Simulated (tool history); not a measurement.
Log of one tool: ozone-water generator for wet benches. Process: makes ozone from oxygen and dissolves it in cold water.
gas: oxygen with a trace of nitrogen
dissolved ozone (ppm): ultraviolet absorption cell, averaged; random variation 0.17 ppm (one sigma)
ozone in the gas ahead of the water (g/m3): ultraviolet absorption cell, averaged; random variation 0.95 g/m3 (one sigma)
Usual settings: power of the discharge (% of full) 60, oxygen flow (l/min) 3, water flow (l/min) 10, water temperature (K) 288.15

run	hour	power of the discharge (% of full)	oxygen flow (l/min)	water flow (l/min)	water temperature (K)	dissolved ozone (ppm)	ozone in the gas ahead of the water (g/m3)
1	0	60	3	10	288.15	21.5	160
2	60.5	60	3	10	290.15	20.8	159.4
3	138.3	60	3	10	288.15	21.1	161.6
4	211.5	64	3	10	288.15	22.8	167
5	300.1	64	3	10	288.15	22.3	169
6	366.6	64	3	10	288.15	22.4	168.1
7	449.5	64	3	10	288.15	22.4	169.1
8	514.4	81	3	10	288.15	26.9	201.5
9	595	81	3	10	288.15	26.9	202.2
10	693.8	81	3	10	288.15	26.9	201.2
# hour 709: contactor cleaned
11	772.3	81	3	15	288.15	18.3	201.3
12	825	81	3	15	288.15	18.2	198.8

The next listed run, before its measurement:
13	912.7	60	3	7	288.15	?	?

Run 13 gave dissolved ozone (ppm) 27.6, ozone in the gas ahead of the water (g/m3) 158.3.
Without the tool's hidden state the same run would have given dissolved ozone (ppm) 28.8, ozone in the gas ahead of the water (g/m3) 161.9.
